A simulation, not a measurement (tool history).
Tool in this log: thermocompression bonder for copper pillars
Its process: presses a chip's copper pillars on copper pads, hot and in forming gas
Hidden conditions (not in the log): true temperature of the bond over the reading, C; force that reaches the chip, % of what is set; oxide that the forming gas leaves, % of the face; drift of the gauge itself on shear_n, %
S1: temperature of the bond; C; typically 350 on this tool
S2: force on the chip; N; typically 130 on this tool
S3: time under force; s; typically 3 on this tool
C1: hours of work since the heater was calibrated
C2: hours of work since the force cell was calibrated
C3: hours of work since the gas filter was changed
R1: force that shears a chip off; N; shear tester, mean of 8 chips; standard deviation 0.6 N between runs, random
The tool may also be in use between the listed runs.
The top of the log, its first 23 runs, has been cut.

| run | hour | S1 | S2 | S3 | C1 | C2 | C3 | R1 |
|---|---|---|---|---|---|---|---|---|
|  | 944.8 | force cell calibrated |
| 24 | 977.4 | 339 | 100 | 2 | 125 | 24 | 255 | 20.6 |
| 25 | 1012.9 | 380 | 164 | 3 | 151 | 50 | 280 | 52.7 |
| 26 | 1062.6 | 350 | 186 | 4 | 187 | 86 | 317 | 49.8 |
| 27 | 1111.4 | 350 | 100 | 2 | 222 | 121 | 352 | 23.2 |
|  | 1160.5 | force cell calibrated, once more |
| 28 | 1163.1 | 350 | 100 | 2 | 259 | 2 | 388 | 22.4 |
| 29 | 1205.9 | 350 | 81 | 4 | 290 | 33 | 420 | 25.4 |
| 30 | 1246.6 | 330 | 178 | 3 | 319 | 63 | 449 | 34.7 |
| 31 | 1274.6 | 374 | 130 | 8 | 340 | 83 | 469 | 56.5 |
|  | 1279.0 | forming gas filter changed |
| 32 | 1299.6 | 374 | 130 | 8 | 358 | 101 | 15 | 60.7 |
| 33 | 1340.8 | 374 | 130 | 8 | 387 | 131 | 45 | 60.3 |

Alternative continuations, all from the tool just after run 33; predict every row:
| A | 1375.4 | 361 | 116 | 2 | 413 | 156 | 70 | ? |
| B | 1375.4 | 350 | 130 | 9 | 413 | 156 | 70 | ? |
| C | 1375.4 | 350 | 100 | 2 | 413 | 156 | 70 | ? |
| D | 1375.4 | 361 | 108 | 2 | 413 | 156 | 70 | ? |
| E | 1375.4 | 376 | 97 | 2 | 413 | 156 | 70 | ? |

| run | R1 |
|---|---|
| A | 30.0 |
| B | 51.7 |
| C | 22.9 |
| D | 28.2 |
| E | 29.0 |
Take away the tool's hidden state, keep each run's random variation, and the runs would have read:
| run | R1 |
|---|---|
| A | 28.8 |
| B | 49.9 |
| C | 21.8 |
| D | 27.1 |
| E | 27.8 |
